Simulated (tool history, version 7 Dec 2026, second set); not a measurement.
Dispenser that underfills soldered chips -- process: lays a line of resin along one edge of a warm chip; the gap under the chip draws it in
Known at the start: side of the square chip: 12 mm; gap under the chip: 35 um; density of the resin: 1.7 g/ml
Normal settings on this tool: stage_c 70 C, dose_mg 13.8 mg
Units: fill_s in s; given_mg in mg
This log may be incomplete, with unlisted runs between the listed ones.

| run | hour | stage_c | dose_mg | fill_s | given_mg |
|---|---|---|---|---|---|
| 1 | 0 | 70 | 13.8 | 246.4 | 13.73 |
| 2 | 6.1 | 70 | 13.8 | 328.7 | 13.71 |
| 3 | 12 | 70 | 12.8 | 459 | 12.72 |
|  | 16.9 | new syringe of resin |
| 4 | 17.5 | 70 | 13.8 | 241.7 | 13.65 |
| 5 | 23.1 | 70 | 13.8 | 320.4 | 13.68 |
| 6 | 26.4 | 70 | 15.9 | 369.7 | 15.74 |
| 7 | 33 | 70 | 15.9 | 524.2 | 15.66 |
|  | 34.3 | new syringe of resin |
| 8 | 36.5 | 70 | 15.9 | 262.1 | 15.7 |
| 9 | 41.3 | 62 | 13.8 | 452.1 | 13.59 |
| 10 | 46.8 | 62 | 13.8 | 587 | 13.57 |
|  | 51.7 | new syringe of resin |
| 11 | 53.8 | 62 | 13.8 | 348.4 | 13.56 |
| 12 | 58.7 | 66 | 13.8 | 377.7 | 13.51 |
| 13 | 62.7 | 66 | 13.8 | 470.3 | 13.47 |
| 14 | 66 | 66 | 13.8 | 552.6 | 13.47 |
|  | 69.3 | new syringe of resin |
| 15 | 71.3 | 66 | 13.8 | 299.2 | 13.47 |
| 16 | 76.4 | 66 | 16.6 | 380.4 | 16.16 |
| 17 | 80.6 | 66 | 16.6 | 463.6 | 16.15 |
| 18 | 83.4 | 78 | 13.8 | 372.6 | 13.4 |
|  | 86.7 | new syringe of resin |
| 19 | 89.6 | 77 | 13.5 | 221.3 | 13.13 |
| 20 | 92.6 | 77 | 13.5 | 253.1 | 13.11 |
|  | 99 | dispensing valve cleaned and set on the balance |
| 21 | 99 | 72 | 12.4 | 394.9 | 12.4 |
| 22 | 102.7 | 72 | 12.4 | 478.6 | 12.39 |
|  | 105.2 | new syringe of resin |
| 23 | 108.7 | 64 | 15 | 341.4 | 14.95 |
| 24 | 114.9 | 64 | 15 | 462.1 | 14.89 |
| 25 | 119.2 | 69 | 12.5 | 497.1 | 12.39 |
|  | 122.7 | new syringe of resin |
| 26 | 124.3 | 69 | 12.5 | 272.6 | 12.41 |
| 27 | 128.1 | 69 | 13.1 | 315.1 | 12.98 |
| 28 | 134.1 | 69 | 13.1 | 430.2 | 12.96 |
| 29 | 137.3 | 66 | 14.6 | 563.6 | 14.46 |
|  | 140.4 | new syringe of resin |
| 30 | 143.5 | 66 | 14.6 | 315.2 | 14.42 |
| 31 | 148.5 | 66 | 14.6 | 406.8 | 14.39 |
| 32 | 154.5 | 56 | 16.8 | 776.7 | 16.51 |
|  | 157.7 | new syringe of resin |
| 33 | 158.1 | 76 | 13.8 | 196.8 | 13.57 |
| 34 | 164.7 | 80 | 12 | 243.8 | 11.76 |
| 35 | 168 | 80 | 12 | 285.6 | 11.74 |

Here are 3 independent what-if runs from the current tool condition. What would each one return?
| A | 173.2 | 59 | 12 | ? | ? |
| B | 173.2 | 59 | 13.8 | ? | ? |
| C | 173.2 | 69 | 14.4 | ? | ? |

| run | fill_s | given_mg |
|---|---|---|
| A | 771.7 | 11.73 |
| B | 745 | 13.48 |
| C | 521.4 | 14.07 |
Take away the tool's hidden state, keep each run's random variation, and the runs would have read:
| run | fill_s | given_mg |
|---|---|---|
| A | 367 | 12 |
| B | 355.4 | 13.79 |
| C | 248.8 | 14.39 |
